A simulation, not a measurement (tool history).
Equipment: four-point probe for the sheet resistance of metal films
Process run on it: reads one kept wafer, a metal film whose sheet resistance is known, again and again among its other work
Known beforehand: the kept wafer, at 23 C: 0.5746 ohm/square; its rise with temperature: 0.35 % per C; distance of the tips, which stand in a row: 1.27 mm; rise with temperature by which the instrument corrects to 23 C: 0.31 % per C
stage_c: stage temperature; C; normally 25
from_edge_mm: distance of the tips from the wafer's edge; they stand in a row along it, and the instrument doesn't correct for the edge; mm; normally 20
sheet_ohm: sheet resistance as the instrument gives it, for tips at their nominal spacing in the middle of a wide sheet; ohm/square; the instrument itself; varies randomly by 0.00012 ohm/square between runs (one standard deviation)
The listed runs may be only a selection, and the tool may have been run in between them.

{"run": 1, "day": 0.0, "stage_c": 25, "from_edge_mm": 20, "sheet_ohm": 0.572934}
{"run": 2, "day": 0.542, "stage_c": 25, "from_edge_mm": 20, "sheet_ohm": 0.572907}
{"run": 3, "day": 1.196, "stage_c": 25, "from_edge_mm": 25, "sheet_ohm": 0.572639}
{"run": 4, "day": 1.708, "stage_c": 25, "from_edge_mm": 13, "sheet_ohm": 0.574678}
{"run": 5, "day": 2.342, "stage_c": 25, "from_edge_mm": 13, "sheet_ohm": 0.574457}
{"run": 6, "day": 2.983, "stage_c": 25, "from_edge_mm": 20, "sheet_ohm": 0.572757}
{"run": 7, "day": 3.558, "stage_c": 25, "from_edge_mm": 20, "sheet_ohm": 0.572722}
{"run": 8, "day": 4.2, "stage_c": 25, "from_edge_mm": 20, "sheet_ohm": 0.572429}
{"run": 9, "day": 4.604, "stage_c": 25, "from_edge_mm": 20, "sheet_ohm": 0.572783}
{"run": 10, "day": 5.096, "stage_c": 21, "from_edge_mm": 20, "sheet_ohm": 0.571476}
{"run": 11, "day": 5.729, "stage_c": 21, "from_edge_mm": 20, "sheet_ohm": 0.57141}
{"run": 12, "day": 6.517, "stage_c": 21, "from_edge_mm": 20, "sheet_ohm": 0.571337}
{"run": 13, "day": 7.212, "stage_c": 21, "from_edge_mm": 20, "sheet_ohm": 0.571503}
{"run": 14, "day": 7.7, "stage_c": 21, "from_edge_mm": 20, "sheet_ohm": 0.571619}
{"run": 15, "day": 8.35, "stage_c": 21, "from_edge_mm": 20, "sheet_ohm": 0.571393}
{"run": 16, "day": 8.725, "stage_c": 22, "from_edge_mm": 14, "sheet_ohm": 0.572788}
{"run": 17, "day": 9.283, "stage_c": 22, "from_edge_mm": 14, "sheet_ohm": 0.572923}
{"run": 18, "day": 9.604, "stage_c": 31, "from_edge_mm": 3, "sheet_ohm": 0.622835}
{"run": 19, "day": 10.021, "stage_c": 33, "from_edge_mm": 5, "sheet_ohm": 0.592498}
{"run": 20, "day": 10.742, "stage_c": 33, "from_edge_mm": 5, "sheet_ohm": 0.592424}
{"run": 21, "day": 11.496, "stage_c": 34, "from_edge_mm": 27, "sheet_ohm": 0.574254}
{"run": 22, "day": 12.233, "stage_c": 19, "from_edge_mm": 17, "sheet_ohm": 0.571152}
{"run": 23, "day": 12.575, "stage_c": 19, "from_edge_mm": 52, "sheet_ohm": 0.569658}
{"run": 24, "day": 13.004, "stage_c": 34, "from_edge_mm": 24, "sheet_ohm": 0.574236}
{"run": 25, "day": 13.396, "stage_c": 22, "from_edge_mm": 19, "sheet_ohm": 0.571653}
{"run": 26, "day": 13.817, "stage_c": 26, "from_edge_mm": 73, "sheet_ohm": 0.571246}
{"run": 27, "day": 14.317, "stage_c": 19, "from_edge_mm": 7, "sheet_ohm": 0.579376}
{"run": 28, "day": 15.088, "stage_c": 26, "from_edge_mm": 19, "sheet_ohm": 0.572798}
{"run": 29, "day": 15.496, "stage_c": 25, "from_edge_mm": 13, "sheet_ohm": 0.57377}

Measured less the same run without the tool's hidden state. The same run-to-run variation is in both; the gauge's scatter may not be:
The hidden state here: inner tips' distance over the nominal, %; tips' flats over new ones', %; wafer's true temperature over the reading, C; drift of the gauge itself on sheet_ohm, %.
run=1 sheet_ohm=-0.003484
run=2 sheet_ohm=-0.003512
run=3 sheet_ohm=-0.003543
run=4 sheet_ohm=-0.003581
run=5 sheet_ohm=-0.003613
run=6 sheet_ohm=-0.003635
run=7 sheet_ohm=-0.003663
run=8 sheet_ohm=-0.003693
run=9 sheet_ohm=-0.003714
run=10 sheet_ohm=-0.003735
run=11 sheet_ohm=-0.003767
run=12 sheet_ohm=-0.003804
run=13 sheet_ohm=-0.003841
run=14 sheet_ohm=-0.003866
run=15 sheet_ohm=-0.003896
run=16 sheet_ohm=-0.003920
run=17 sheet_ohm=-0.003947
run=18 sheet_ohm=-0.004268
run=19 sheet_ohm=-0.004095
run=20 sheet_ohm=-0.004129
run=21 sheet_ohm=-0.004046
run=22 sheet_ohm=-0.004077
run=23 sheet_ohm=-0.004084
run=24 sheet_ohm=-0.004118
run=25 sheet_ohm=-0.004134
run=26 sheet_ohm=-0.004147
run=27 sheet_ohm=-0.004236
run=28 sheet_ohm=-0.004221
run=29 sheet_ohm=-0.004246
